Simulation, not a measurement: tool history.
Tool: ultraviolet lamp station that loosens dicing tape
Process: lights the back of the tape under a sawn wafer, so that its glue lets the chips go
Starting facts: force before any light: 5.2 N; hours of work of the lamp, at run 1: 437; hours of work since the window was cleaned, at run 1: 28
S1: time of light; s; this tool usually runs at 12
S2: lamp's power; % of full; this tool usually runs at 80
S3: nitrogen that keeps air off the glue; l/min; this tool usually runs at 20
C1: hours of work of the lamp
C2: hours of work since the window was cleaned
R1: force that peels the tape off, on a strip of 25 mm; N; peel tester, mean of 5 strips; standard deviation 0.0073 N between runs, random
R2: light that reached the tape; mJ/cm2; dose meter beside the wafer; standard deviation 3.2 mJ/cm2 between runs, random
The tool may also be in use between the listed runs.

Run 1, hour 0: usual settings; C1 437; C2 28. Result: R1 0.352 N, R2 466 mJ/cm2.
Run 2, hour 57: usual settings; C1 462; C2 53. Result: R1 0.361 N, R2 459 mJ/cm2.
Run 3, hour 104: usual settings but S2 79 % of full; C1 483; C2 74. Result: R1 0.359 N, R2 445 mJ/cm2.
Run 4, hour 158.4: usual settings; C1 507; C2 98. Result: R1 0.372 N, R2 443 mJ/cm2.
Run 5, hour 213.6: usual settings but S2 72 % of full; C1 532; C2 122. Result: R1 0.493 N, R2 399 mJ/cm2.
Run 6, hour 269.9: usual settings but S2 72 % of full; C1 556; C2 147. Result: R1 0.513 N, R2 399 mJ/cm2.
Run 7, hour 310.2: usual settings; C1 574; C2 165. Result: R1 0.412 N, R2 436 mJ/cm2.
Run 8, hour 341.9: usual settings; C1 588; C2 179. Result: R1 0.404 N, R2 433 mJ/cm2.
Run 9, hour 405.3: usual settings; C1 616; C2 207. Result: R1 0.418 N, R2 428 mJ/cm2.
Run 10, hour 453.9: usual settings; C1 638; C2 229. Result: R1 0.416 N, R2 418 mJ/cm2.
Run 11, hour 516.5: usual settings but S2 97 % of full; C1 665; C2 256. Result: R1 0.274 N, R2 506 mJ/cm2.
Run 12, hour 547: usual settings but S2 97 % of full; C1 679; C2 270. Result: R1 0.306 N, R2 509 mJ/cm2.
Run 13, hour 584.8: usual settings but S2 97 % of full; C1 695; C2 286. Result: R1 0.28 N, R2 498 mJ/cm2.
At hour 589.6: window cleaned of glue's vapour.
Run 14, hour 620.5: usual settings but S2 97 % of full; C1 711; C2 14. Result: R1 0.317 N, R2 473 mJ/cm2.
Run 15, hour 668.1: usual settings but S2 97 % of full; C1 732; C2 35. Result: R1 0.32 N, R2 470 mJ/cm2.
Run 16, hour 723.9: usual settings but S2 97 % of full; C1 756; C2 59. Result: R1 0.336 N, R2 461 mJ/cm2.
Run 17, hour 784.1: usual settings but S2 97 % of full; C1 783; C2 86. Result: R1 0.353 N, R2 454 mJ/cm2.
Run 18, hour 814.3: usual settings but S1 14 s, S2 97 % of full; C1 796; C2 99. Result: R1 0.245 N, R2 523 mJ/cm2.
Run 19, hour 871.8: usual settings but S1 14 s, S2 97 % of full; C1 822; C2 124. Result: R1 0.259 N, R2 527 mJ/cm2.
At hour 893.5: window cleaned of glue's vapour, once more.
Run 20, hour 939.3: usual settings; C1 851; C2 20. Result: R1 0.414 N, R2 433 mJ/cm2.
Run 21, hour 1006.1: usual settings; C1 881; C2 50. Result: R1 0.413 N, R2 431 mJ/cm2.
Run 22, hour 1033.7: usual settings but S2 65 % of full; C1 893; C2 62. Result: R1 0.651 N, R2 343 mJ/cm2.
Run 23, hour 1091: usual settings but S1 14 s, S2 98 % of full, S3 12 l/min; C1 918; C2 87. Result: R1 0.299 N, R2 605 mJ/cm2.
Run 24, hour 1118.8: usual settings but S1 6 s, S3 22 l/min; C1 930; C2 99. Result: R1 1.388 N, R2 207 mJ/cm2.
Run 25, hour 1169: usual settings but S1 19 s, S2 91 % of full, S3 34 l/min; C1 953; C2 122. Result: R1 0.073 N, R2 739 mJ/cm2.
Run 26, hour 1202.3: usual settings but S1 20 s, S2 91 % of full, S3 22 l/min; C1 967; C2 136. Result: R1 0.088 N, R2 776 mJ/cm2.
Run 27, hour 1240.8: usual settings but S1 20 s, S2 72 % of full, S3 16 l/min; C1 984; C2 153. Result: R1 0.207 N, R2 617 mJ/cm2.
Run 28, hour 1282.2: usual settings but S1 8 s, S2 72 % of full, S3 16 l/min; C1 1003; C2 171. Result: R1 1.325 N, R2 242 mJ/cm2.
Run 29, hour 1325.4: usual settings but S1 7 s, S3 12 l/min; C1 1022; C2 191. Result: R1 1.612 N, R2 235 mJ/cm2.
Run 30, hour 1358: usual settings but S1 7 s, S2 89 % of full, S3 11 l/min; C1 1036; C2 205. Result: R1 1.558 N, R2 256 mJ/cm2.
Run 31, hour 1412.2: usual settings but S1 13 s, S2 93 % of full; C1 1060; C2 229. Result: R1 0.295 N, R2 492 mJ/cm2.
Run 32, hour 1471.6: usual settings but S1 13 s, S2 93 % of full; C1 1086; C2 255. Result: R1 0.306 N, R2 490 mJ/cm2.
Run 33, hour 1533.7: usual settings but S1 15 s; C1 1114; C2 282. Result: R1 0.338 N, R2 476 mJ/cm2.
Run 34, hour 1589.5: usual settings but S1 15 s; C1 1138; C2 307. Result: R1 0.324 N, R2 466 mJ/cm2.
Run 35, hour 1637.9: usual settings but S1 11 s, S2 72 % of full, S3 7 l/min; C1 1159; C2 328. Result: R1 1.552 N, R2 309 mJ/cm2.
Run 36, hour 1672.1: usual settings but S3 10 l/min; C1 1175; C2 344. Result: R1 0.952 N, R2 368 mJ/cm2.
Run 37, hour 1717.8: usual settings but S3 10 l/min; C1 1195; C2 364. Result: R1 0.987 N, R2 364 mJ/cm2.
Run 38, hour 1772.4: usual settings but S1 7 s, S2 69 % of full, S3 18 l/min; C1 1219; C2 388. Result: R1 1.772 N, R2 183 mJ/cm2.
Run 39, hour 1816.9: usual settings but S2 99 % of full, S3 7 l/min; C1 1238; C2 407. Result: R1 0.933 N, R2 444 mJ/cm2.
Run 40, hour 1878: usual settings but S2 99 % of full, S3 7 l/min; C1 1265; C2 434. Result: R1 0.915 N, R2 439 mJ/cm2.
Run 41, hour 1925.3: usual settings but S2 99 % of full, S3 7 l/min; C1 1286; C2 455. Result: R1 0.974 N, R2 430 mJ/cm2.
Run 42, hour 1955.5: usual settings but S1 8 s, S3 35 l/min; C1 1300; C2 469. Result: R1 0.931 N, R2 233 mJ/cm2.
Run 43, hour 2007.4: usual settings but S2 62 % of full, S3 10 l/min; C1 1323; C2 491. Result: R1 1.558 N, R2 265 mJ/cm2.

For each entry between runs, how does the tool's hidden state at the last listed run before it compare with that at the first listed run after it?
Logged between run 13 and run 14: window cleaned of glue's vapour (hour 589.6)
  lamp's light, % of a new lamp's: 87.7 -> 87.5; light that the window lets through, % of a clean one's: 91.6 -> 87.1
  measured value less the no-hidden-state value, R1: +0.122 -> +0.16 N; R2: -122 -> -147 mJ/cm2
Logged between run 19 and run 20: window cleaned of glue's vapour, once more (hour 893.5)
  lamp's light, % of a new lamp's: 85.6 -> 85.1; light that the window lets through, % of a clean one's: 84.3 -> 99.3
  measured value less the no-hidden-state value, R1: +0.145 -> +0.14 N; R2: -202 -> -80 mJ/cm2
